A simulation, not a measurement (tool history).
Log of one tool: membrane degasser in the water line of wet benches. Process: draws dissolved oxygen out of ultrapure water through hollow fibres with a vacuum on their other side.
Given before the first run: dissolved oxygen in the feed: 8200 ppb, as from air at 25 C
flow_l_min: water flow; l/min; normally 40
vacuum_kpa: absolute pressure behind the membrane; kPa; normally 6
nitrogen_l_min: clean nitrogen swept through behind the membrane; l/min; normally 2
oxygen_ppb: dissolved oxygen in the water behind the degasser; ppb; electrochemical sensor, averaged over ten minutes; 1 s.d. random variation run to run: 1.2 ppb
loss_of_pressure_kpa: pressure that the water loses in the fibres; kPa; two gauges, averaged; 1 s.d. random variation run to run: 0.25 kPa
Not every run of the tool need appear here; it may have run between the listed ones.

run	day	flow_l_min	vacuum_kpa	nitrogen_l_min	oxygen_ppb	loss_of_pressure_kpa
1	0	40	6	2	129.5	69.27
2	3.396	40	6	2	131.1	69.06
3	5.562	29	6	2	95.5	50.54
4	8.762	29	6	2	95.6	50.94
5	11.062	29	4.51	2	48.3	50.62
6	13.112	29	4.51	2	48.8	50.56
7	16.108	29	4.51	2	47.4	50.69
8	19.125	29	4.51	2	48.2	50.6
9	23.071	40	6	2	131.5	69.61
10	25.775	54	6	2	174.9	94.34
11	29.754	54	6	2	175	93.98
12	33.096	40	6	2	131.8	70.13
13	36.092	40	9.62	2	283.3	70.2
14	38.846	40	6	2	131.4	70.06
15	42.642	40	6	2	130.4	69.82
16	45.383	40	6	2	132.8	70.41
17	49.938	30	6	0.92	194.6	53.08
18	53.075	57	6.88	1.81	256.5	100.84
19	55.142	57	6.88	1.81	256.3	100.39
20	57.792	57	6.88	1.81	256.7	100.6
21	61.196	45	6	1.53	185.2	79.69
22	64.338	45	6	1.53	186.5	79.66
23	66.246	28	6	1.53	119.5	49.74
24	68.296	36	5.33	1.11	153.3	63.8
25	70.267	59	5.62	1.56	206.8	104.49
26	74.108	35	13.73	2	402.9	62.14
27	78.254	35	13.73	2	406.3	61.82
28	80.167	35	13.73	2	405.2	62.49
29	83.833	35	13.73	2	405.4	62.45
30	86.812	35	13.73	2	409.3	62.31
31	90.846	40	5.39	1.91	107.7	71.29
32	93.512	37	5.23	2	90.1	65.92

Put back what was entered between runs (3 entries, withheld): which listed runs does each sit between, and how does the hidden state differ from the listed run before to the listed run after?
After run 8, before run 9: seals of the vacuum lines changed (day 20.812)
  membrane still open, %: 96.1 -> 96; true pressure behind the membrane over the reading, kPa: 0.02 -> 0.03; air that leaks in behind the membrane, l/min: 0.0129 -> 0.002
  measured result minus the result with no hidden state, oxygen_ppb: +1.9 -> +2.9 ppb; loss_of_pressure_kpa: +1.98 -> +2.8 kPa
After run 21, before run 22: vacuum gauge calibrated (day 61.525)
  membrane still open, %: 94.9 -> 94.8; true pressure behind the membrane over the reading, kPa: 0.06 -> 0.09; air that leaks in behind the membrane, l/min: 0.0041 -> 0.0043
  measured result minus the result with no hidden state, oxygen_ppb: +6.5 -> +8.6 ppb; loss_of_pressure_kpa: +4.08 -> +4.14 kPa
After run 25, before run 26: vacuum gauge calibrated, once more (day 71.392)
  membrane still open, %: 94.6 -> 94.5; true pressure behind the membrane over the reading, kPa: 0.1 -> -0.03; air that leaks in behind the membrane, l/min: 0.0046 -> 0.0048
  measured result minus the result with no hidden state, oxygen_ppb: +12.3 -> +1.2 ppb; loss_of_pressure_kpa: +5.61 -> +3.42 kPa

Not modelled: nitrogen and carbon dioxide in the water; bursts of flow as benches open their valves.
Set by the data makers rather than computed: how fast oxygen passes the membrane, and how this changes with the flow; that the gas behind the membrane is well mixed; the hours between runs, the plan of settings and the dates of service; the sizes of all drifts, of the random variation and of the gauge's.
